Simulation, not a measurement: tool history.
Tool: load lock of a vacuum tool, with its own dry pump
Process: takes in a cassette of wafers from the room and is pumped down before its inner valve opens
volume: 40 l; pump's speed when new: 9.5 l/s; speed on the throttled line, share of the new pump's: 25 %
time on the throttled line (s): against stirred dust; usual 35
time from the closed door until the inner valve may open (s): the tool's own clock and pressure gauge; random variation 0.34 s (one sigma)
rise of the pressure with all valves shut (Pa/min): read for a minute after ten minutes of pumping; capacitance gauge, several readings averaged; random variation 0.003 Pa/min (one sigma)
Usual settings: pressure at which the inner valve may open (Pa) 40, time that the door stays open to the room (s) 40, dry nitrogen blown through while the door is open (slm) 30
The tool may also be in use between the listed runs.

run	day	time on the throttled line (s)	pressure at which the inner valve may open (Pa)	time that the door stays open to the room (s)	dry nitrogen blown through while the door is open (slm)	incoming humidity of the room's air, %	time from the closed door until the inner valve may open (s)	rise of the pressure with all valves shut (Pa/min)
1	0	35	40	40	30	48.2	59	0.134
2	3.317	35	40	40	30	44.6	58.9	0.136
3	7.725	35	40	40	30	47.2	60.2	0.156
4	11.012	35	40	40	30	44.3	59.7	0.158
5	16.65	45	40	40	30	45.4	66.9	0.17
6	22.175	48	40	40	30	44.7	69.5	0.182
7	25.929	48	40	40	30	47.8	69.6	0.195
8	29.275	48	40	40	30	43.5	69.6	0.201
9	32.779	35	40	40	30	44.2	59.9	0.216
10	38.15	35	40	40	30	43.9	60.4	0.226
11	43.396	35	40	40	30	47.6	59.7	0.252
12	48.875	35	37	40	30	44.6	60	0.266
13	53.117	35	37	40	30	41.4	60.4	0.279
14	56.012	35	37	40	30	43.8	59.3	0.289
15	61.196	26	37	40	11	45.4	53.7	0.318
16	64.971	28	40	118	30	47.2	54.8	0.348
17	67.917	28	40	118	30	43.7	54.5	0.338
18	72.454	28	35	129	30	44.6	55.5	0.368
19	77.808	35	66	40	30	44.1	58.1	0.357
20	81.133	40	50	26	6	43.6	62.7	0.393
21	83.554	35	62	40	30	47.8	57.4	0.391
22	87.688	23	40	80	10	45.5	50.9	0.424
23	93.2	40	40	80	4	46	64.3	0.456
24	98.571	40	40	80	4	43.4	62.9	0.489
25	103.546	40	63	80	19	43.4	61.5	0.48
26	108.679	25	33	188	23	46.7	53.5	0.522
27	111.312	35	34	80	30	42.6	61.3	0.504
28	115.388	50	66	94	6	46.2	69.1	0.551

4 ways to go on from here, each from the tool as it stands after run 28. What would each give?
# day 119.971: door's seal changed, seat wiped
A	120.808	50	66	54	6	48	?	?
# day 119.971: door's seal changed, seat wiped
B	120.808	23	40	74	30	44.8	?	?
# day 119.971: door's seal changed, seat wiped
C	120.808	38	40	158	18	48.7	?	?
# day 119.971: door's seal changed, seat wiped
D	120.808	37	40	48	30	46.1	?	?

run	time from the closed door until the inner valve may open (s)	rise of the pressure with all valves shut (Pa/min)
A	68.5	0.064
B	51.5	0.049
C	62.1	0.066
D	61.7	0.037
Without the tool's hidden state the same runs would have given:
run	time from the closed door until the inner valve may open (s)	rise of the pressure with all valves shut (Pa/min)
A	68	0.062
B	50.7	0.047
C	61.4	0.064
D	61	0.035
